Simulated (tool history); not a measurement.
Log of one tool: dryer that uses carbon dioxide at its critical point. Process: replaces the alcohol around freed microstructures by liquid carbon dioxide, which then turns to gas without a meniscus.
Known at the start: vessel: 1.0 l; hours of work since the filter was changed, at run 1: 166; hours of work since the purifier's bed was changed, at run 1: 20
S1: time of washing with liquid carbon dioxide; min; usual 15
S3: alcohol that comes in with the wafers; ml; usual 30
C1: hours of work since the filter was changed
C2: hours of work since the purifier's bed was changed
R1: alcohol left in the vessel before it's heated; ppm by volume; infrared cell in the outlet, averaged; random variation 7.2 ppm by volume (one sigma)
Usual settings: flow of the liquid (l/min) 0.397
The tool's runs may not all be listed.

{"run": 1, "hour": 0.0, "S1": 15, "flow of the liquid (l/min)": 0.397, "S3": 30, "C1": 166, "C2": 20, "R1": 626}
{"run": 2, "hour": 7.6, "S1": 15, "flow of the liquid (l/min)": 0.397, "S3": 30, "C1": 169, "C2": 23, "R1": 639}
{"run": 3, "hour": 14.5, "S1": 15, "flow of the liquid (l/min)": 0.397, "S3": 30, "C1": 171, "C2": 25, "R1": 630}
{"run": 4, "hour": 19.7, "S1": 15, "flow of the liquid (l/min)": 0.397, "S3": 30, "C1": 173, "C2": 27, "R1": 644}
{"run": 5, "hour": 23.6, "S1": 15, "flow of the liquid (l/min)": 0.397, "S3": 40, "C1": 174, "C2": 28, "R1": 866}
{"run": 6, "hour": 32.6, "S1": 15, "flow of the liquid (l/min)": 0.397, "S3": 40, "C1": 177, "C2": 31, "R1": 856}
{"run": 7, "hour": 38.0, "S1": 15, "flow of the liquid (l/min)": 0.397, "S3": 40, "C1": 179, "C2": 33, "R1": 883}
{"run": 8, "hour": 42.7, "S1": 15, "flow of the liquid (l/min)": 0.397, "S3": 30, "C1": 180, "C2": 34, "R1": 685}
{"run": 9, "hour": 46.7, "S1": 12, "flow of the liquid (l/min)": 0.397, "S3": 30, "C1": 181, "C2": 35, "R1": 1413}
{"run": 10, "hour": 50.7, "S1": 12, "flow of the liquid (l/min)": 0.397, "S3": 30, "C1": 183, "C2": 37, "R1": 1473}
{"run": 11, "hour": 58.2, "S1": 15, "flow of the liquid (l/min)": 0.397, "S3": 67, "C1": 185, "C2": 39, "R1": 1453}
{"hour": 59.8, "done": "inlet filter changed"}
{"run": 12, "hour": 63.0, "S1": 15, "flow of the liquid (l/min)": 0.397, "S3": 30, "C1": 1, "C2": 40, "R1": 347}
{"run": 13, "hour": 68.4, "S1": 15, "flow of the liquid (l/min)": 0.397, "S3": 30, "C1": 3, "C2": 42, "R1": 355}
{"run": 14, "hour": 72.9, "S1": 15, "flow of the liquid (l/min)": 0.397, "S3": 30, "C1": 4, "C2": 44, "R1": 364}
{"run": 15, "hour": 79.8, "S1": 15, "flow of the liquid (l/min)": 0.397, "S3": 30, "C1": 7, "C2": 46, "R1": 379}
{"run": 16, "hour": 88.4, "S1": 15, "flow of the liquid (l/min)": 0.397, "S3": 30, "C1": 9, "C2": 49, "R1": 368}
{"run": 17, "hour": 97.2, "S1": 15, "flow of the liquid (l/min)": 0.397, "S3": 30, "C1": 12, "C2": 52, "R1": 361}
{"run": 18, "hour": 102.8, "S1": 15, "flow of the liquid (l/min)": 0.397, "S3": 30, "C1": 14, "C2": 53, "R1": 374}
{"run": 19, "hour": 108.4, "S1": 15, "flow of the liquid (l/min)": 0.397, "S3": 30, "C1": 16, "C2": 55, "R1": 380}
{"run": 20, "hour": 115.2, "S1": 15, "flow of the liquid (l/min)": 0.397, "S3": 30, "C1": 18, "C2": 57, "R1": 379}
{"run": 21, "hour": 122.2, "S1": 15, "flow of the liquid (l/min)": 0.397, "S3": 30, "C1": 20, "C2": 60, "R1": 393}
{"run": 22, "hour": 128.9, "S1": 15, "flow of the liquid (l/min)": 0.397, "S3": 48, "C1": 23, "C2": 62, "R1": 630}
{"run": 23, "hour": 135.1, "S1": 15, "flow of the liquid (l/min)": 0.397, "S3": 46, "C1": 25, "C2": 64, "R1": 582}
{"run": 24, "hour": 141.3, "S1": 15, "flow of the liquid (l/min)": 0.397, "S3": 46, "C1": 27, "C2": 66, "R1": 600}
{"run": 25, "hour": 146.4, "S1": 15, "flow of the liquid (l/min)": 0.397, "S3": 46, "C1": 28, "C2": 68, "R1": 588}
{"run": 26, "hour": 153.7, "S1": 22, "flow of the liquid (l/min)": 0.483, "S3": 41, "C1": 31, "C2": 70, "R1": 37}
{"run": 27, "hour": 160.8, "S1": 15, "flow of the liquid (l/min)": 0.397, "S3": 46, "C1": 33, "C2": 72, "R1": 602}
{"run": 28, "hour": 168.0, "S1": 17, "flow of the liquid (l/min)": 0.603, "S3": 46, "C1": 35, "C2": 75, "R1": 42}
{"run": 29, "hour": 173.3, "S1": 20, "flow of the liquid (l/min)": 0.626, "S3": 69, "C1": 37, "C2": 77, "R1": 31}
{"run": 30, "hour": 177.0, "S1": 20, "flow of the liquid (l/min)": 0.626, "S3": 69, "C1": 38, "C2": 78, "R1": 44}
{"run": 31, "hour": 184.2, "S1": 18, "flow of the liquid (l/min)": 0.397, "S3": 29, "C1": 41, "C2": 80, "R1": 180}
{"run": 32, "hour": 191.2, "S1": 19, "flow of the liquid (l/min)": 0.272, "S3": 29, "C1": 43, "C2": 82, "R1": 669}
{"run": 33, "hour": 199.1, "S1": 19, "flow of the liquid (l/min)": 0.272, "S3": 117, "C1": 46, "C2": 85, "R1": 2600}
{"run": 34, "hour": 204.7, "S1": 17, "flow of the liquid (l/min)": 0.363, "S3": 99, "C1": 47, "C2": 87, "R1": 1142}
{"run": 35, "hour": 209.5, "S1": 11, "flow of the liquid (l/min)": 0.503, "S3": 34, "C1": 49, "C2": 88, "R1": 685}
{"run": 36, "hour": 215.0, "S1": 19, "flow of the liquid (l/min)": 0.35, "S3": 49, "C1": 51, "C2": 90, "R1": 419}
{"run": 37, "hour": 221.4, "S1": 17, "flow of the liquid (l/min)": 0.357, "S3": 90, "C1": 53, "C2": 92, "R1": 1107}
{"run": 38, "hour": 230.2, "S1": 17, "flow of the liquid (l/min)": 0.525, "S3": 109, "C1": 56, "C2": 95, "R1": 223}
{"run": 39, "hour": 239.1, "S1": 15, "flow of the liquid (l/min)": 0.445, "S3": 30, "C1": 59, "C2": 98, "R1": 289}
{"run": 40, "hour": 246.5, "S1": 13, "flow of the liquid (l/min)": 0.361, "S3": 51, "C1": 61, "C2": 100, "R1": 1800}
{"run": 41, "hour": 253.4, "S1": 13, "flow of the liquid (l/min)": 0.361, "S3": 51, "C1": 63, "C2": 103, "R1": 1799}
{"run": 42, "hour": 260.6, "S1": 13, "flow of the liquid (l/min)": 0.666, "S3": 30, "C1": 66, "C2": 105, "R1": 94}
{"run": 43, "hour": 265.3, "S1": 13, "flow of the liquid (l/min)": 0.426, "S3": 22, "C1": 67, "C2": 107, "R1": 472}
{"run": 44, "hour": 273.7, "S1": 15, "flow of the liquid (l/min)": 0.243, "S3": 30, "C1": 70, "C2": 109, "R1": 2120}
{"run": 45, "hour": 279.2, "S1": 15, "flow of the liquid (l/min)": 0.243, "S3": 30, "C1": 72, "C2": 111, "R1": 2159}
{"run": 46, "hour": 283.9, "S1": 12, "flow of the liquid (l/min)": 0.397, "S3": 65, "C1": 73, "C2": 113, "R1": 2277}

Measured less the same run without the tool's hidden state. The same run-to-run variation is in both; the gauge's scatter may not be:
The hidden state here: flow that reaches the vessel past the clogged filter, %; alcohol in the recycled carbon dioxide, ppm; drift of the gauge itself on alcohol_ppm, %.
run=1 R1=+283
run=2 R1=+293
run=3 R1=+291
run=4 R1=+297
run=5 R1=+407
run=6 R1=+406
run=7 R1=+422
run=8 R1=+327
run=9 R1=+580
run=10 R1=+607
run=11 R1=+716
run=12 R1=+14
run=13 R1=+17
run=14 R1=+20
run=15 R1=+24
run=16 R1=+27
run=17 R1=+31
run=18 R1=+34
run=19 R1=+37
run=20 R1=+40
run=21 R1=+44
run=22 R1=+67
run=23 R1=+68
run=24 R1=+73
run=25 R1=+75
run=26 R1=+20
run=27 R1=+86
run=28 R1=+23
run=29 R1=+21
run=30 R1=+21
run=31 R1=+46
run=32 R1=+105
run=33 R1=+378
run=34 R1=+208
run=35 R1=+122
run=36 R1=+96
run=37 R1=+217
run=38 R1=+72
run=39 R1=+77
run=40 R1=+311
run=41 R1=+321
run=42 R1=+47
run=43 R1=+114
run=44 R1=+335
run=45 R1=+348
run=46 R1=+459
